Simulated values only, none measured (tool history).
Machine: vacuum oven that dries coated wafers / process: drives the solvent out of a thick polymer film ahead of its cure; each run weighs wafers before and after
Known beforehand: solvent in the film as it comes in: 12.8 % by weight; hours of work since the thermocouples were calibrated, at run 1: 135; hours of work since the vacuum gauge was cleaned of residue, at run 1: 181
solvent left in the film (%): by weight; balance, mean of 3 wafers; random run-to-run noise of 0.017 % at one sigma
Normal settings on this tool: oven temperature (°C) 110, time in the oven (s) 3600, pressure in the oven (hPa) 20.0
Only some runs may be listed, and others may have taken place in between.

run,hour,oven temperature (°C),time in the oven (s),pressure in the oven (hPa),hours of work since the thermocouples were calibrated,hours of work since the vacuum gauge was cleaned of residue,solvent left in the film (%)
1,0.0,110,3600,20.0,135,181,1.29
2,24.6,110,3600,20.0,148,194,1.32
3,54.5,110,3600,20.0,164,210,1.28
4,80.4,110,3120,20.0,177,223,1.47
5,105.7,110,3120,20.0,191,236,1.48
6,128.3,110,3120,20.0,202,248,1.48
7,155.4,110,3120,20.0,216,262,1.45
8,182.9,110,5220,20.0,231,277,1.06
9,214.0,110,3600,20.0,247,293,1.28
10,233.3,110,3600,47.7,257,303,2.55
# hour 237.4: vacuum gauge cleaned of residue and calibrated
11,261.0,110,3600,20.0,271,12,1.28

What does the tool deliver on the next run?
12,286.9,110,3600,20.0,284,26,?

Logged for run 12: solvent left in the film (%) 1.29.
With no hidden state in the tool, this same run would have given solvent left in the film (%) 1.29.
